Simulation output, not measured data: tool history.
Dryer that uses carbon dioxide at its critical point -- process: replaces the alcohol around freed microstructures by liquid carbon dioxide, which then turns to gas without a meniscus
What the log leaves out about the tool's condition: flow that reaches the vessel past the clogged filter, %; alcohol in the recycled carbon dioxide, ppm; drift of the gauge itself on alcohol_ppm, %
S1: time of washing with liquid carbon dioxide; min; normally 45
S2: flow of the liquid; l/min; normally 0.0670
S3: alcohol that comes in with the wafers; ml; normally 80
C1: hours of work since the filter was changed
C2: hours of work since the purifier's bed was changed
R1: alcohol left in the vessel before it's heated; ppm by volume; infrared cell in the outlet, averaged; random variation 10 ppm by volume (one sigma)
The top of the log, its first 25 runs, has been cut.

run,hour,S1,S2,S3,C1,C2,R1
26,242.4,45,0.0672,41,12,117,348
27,253.4,45,0.0672,41,15,121,338
28,263.1,46,0.0670,50,19,124,397
29,274.9,46,0.0670,50,23,128,398
30,281.8,34,0.0670,50,25,131,1654
31,290.1,46,0.0543,113,28,133,2581
32,303.2,66,0.0603,80,33,138,155
33,316.2,66,0.0603,80,37,143,163
34,326.8,66,0.0603,80,41,146,163
35,333.8,32,0.0601,80,44,149,5237

Below are 5 alternative next runs, each starting from the tool's condition after run 35. Predict each:
A,344.6,32,0.0718,80,47,153,?
B,344.6,32,0.0601,90,47,153,?
C,344.6,32,0.0601,95,47,153,?
D,344.6,32,0.0443,80,47,153,?
E,344.6,30,0.1115,25,47,153,?

run,R1
A,2892
B,6125
C,6438
D,12985
E,174
The same runs, with their run-to-run variation unchanged, on a tool lacking any hidden condition would have given:
run,R1
A,2265
B,5010
C,5265
D,11204
E,109
